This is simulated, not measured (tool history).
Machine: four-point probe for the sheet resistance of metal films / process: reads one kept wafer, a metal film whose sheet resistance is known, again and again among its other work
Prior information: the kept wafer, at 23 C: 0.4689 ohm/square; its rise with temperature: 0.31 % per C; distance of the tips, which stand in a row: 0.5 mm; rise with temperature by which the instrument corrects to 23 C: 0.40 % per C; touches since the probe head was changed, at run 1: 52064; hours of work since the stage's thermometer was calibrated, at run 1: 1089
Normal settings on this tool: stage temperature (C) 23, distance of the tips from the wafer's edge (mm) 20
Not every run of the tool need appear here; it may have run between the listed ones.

| run | day | stage temperature (C) | distance of the tips from the wafer's edge (mm) | touches since the probe head was changed | hours of work since the stage's thermometer was calibrated | sheet resistance as the instrument gives it (ohm/square) |
|---|---|---|---|---|---|---|
| 1 | 0.000 | 23 | 20 | 52064 | 1089 | 0.466874 |
| 2 | 5.262 | 23 | 20 | 54668 | 1185 | 0.466929 |
| 3 | 10.479 | 23 | 17 | 57247 | 1280 | 0.466896 |
| 4 | 16.088 | 23 | 20 | 60022 | 1382 | 0.466794 |
| 5 | 18.379 | 23 | 20 | 61154 | 1424 | 0.466698 |
| 6 | 22.879 | 23 | 20 | 63380 | 1506 | 0.466847 |
| 7 | 25.275 | 23 | 20 | 64565 | 1549 | 0.466716 |
| 8 | 29.342 | 23 | 20 | 66577 | 1623 | 0.466764 |
| 9 | 34.146 | 23 | 20 | 68954 | 1711 | 0.466641 |
| 10 | 39.688 | 27 | 20 | 71694 | 1812 | 0.465048 |
| 11 | 45.196 | 27 | 20 | 74420 | 1912 | 0.464783 |
| 12 | 48.658 | 27 | 20 | 76132 | 1975 | 0.464938 |
| 13 | 51.492 | 27 | 20 | 77534 | 2027 | 0.464804 |
| 14 | 56.612 | 23 | 20 | 80066 | 2120 | 0.466550 |
| 15 | 60.800 | 23 | 22 | 82136 | 2196 | 0.466173 |
| 16 | 65.229 | 23 | 22 | 84328 | 2277 | 0.466219 |
| 17 | 68.883 | 23 | 22 | 86136 | 2343 | 0.466255 |
| 18 | 73.642 | 23 | 22 | 88490 | 2430 | 0.466068 |
| 19 | 78.188 | 33 | 20 | 90736 | 2512 | 0.462154 |
|  | 78.675 | stage's thermometer calibrated |
| 20 | 80.554 | 33 | 20 | 91897 | 34 | 0.462375 |
| 21 | 84.712 | 23 | 20 | 93954 | 110 | 0.466165 |
| 22 | 87.729 | 23 | 20 | 95447 | 165 | 0.466154 |
| 23 | 93.283 | 23 | 20 | 98194 | 266 | 0.466150 |
| 24 | 97.546 | 23 | 45 | 100303 | 344 | 0.466043 |
| 25 | 102.288 | 18 | 17 | 102648 | 430 | 0.468320 |
| 26 | 106.292 | 29 | 17 | 104628 | 503 | 0.463648 |
|  | 108.388 | stage's thermometer calibrated, once more |
| 27 | 111.854 | 35 | 4 | 107368 | 63 | 0.464301 |
| 28 | 116.054 | 21 | 4 | 109446 | 140 | 0.469604 |
| 29 | 121.329 | 32 | 12 | 112056 | 236 | 0.461846 |
| 30 | 126.212 | 30 | 20 | 114471 | 324 | 0.462503 |
| 31 | 129.900 | 29 | 4 | 116295 | 392 | 0.466293 |
| 32 | 134.483 | 34 | 11 | 118561 | 475 | 0.461064 |
| 33 | 138.054 | 34 | 4 | 120329 | 540 | 0.464320 |
| 34 | 142.912 | 34 | 4 | 122732 | 628 | 0.464119 |
| 35 | 145.412 | 19 | 4 | 123968 | 674 | 0.470026 |
| 36 | 149.362 | 19 | 4 | 125921 | 746 | 0.470138 |
| 37 | 153.608 | 27 | 42 | 128020 | 823 | 0.463002 |
| 38 | 158.550 | 27 | 42 | 130466 | 913 | 0.462778 |
| 39 | 163.642 | 27 | 42 | 132984 | 1006 | 0.462790 |
| 40 | 169.283 | 27 | 42 | 135775 | 1108 | 0.462772 |
| 41 | 173.808 | 27 | 42 | 138012 | 1191 | 0.462594 |
| 42 | 179.004 | 23 | 20 | 140583 | 1285 | 0.464380 |
| 43 | 182.892 | 24 | 28 | 142506 | 1356 | 0.463734 |
| 44 | 188.208 | 20 | 40 | 145135 | 1453 | 0.465510 |
| 45 | 192.229 | 20 | 14 | 147125 | 1526 | 0.465352 |

Branching from run 45: 4 alternative next runs. What would each branch give?
| A | 195.767 | 23 | 19 | 148873 | 1590 | ? |
| B | 195.767 | 32 | 6 | 148873 | 1590 | ? |
| C | 195.767 | 23 | 31 | 148873 | 1590 | ? |
| D | 195.767 | 23 | 9 | 148873 | 1590 | ? |

| run | sheet resistance as the instrument gives it (ohm/square) |
|---|---|
| A | 0.464171 |
| B | 0.462362 |
| C | 0.463909 |
| D | 0.464742 |
Stripped of hidden state, with their random variation kept, the same runs would have yielded:
| run | sheet resistance as the instrument gives it (ohm/square) |
|---|---|
| A | 0.469085 |
| B | 0.467273 |
| C | 0.468820 |
| D | 0.469662 |
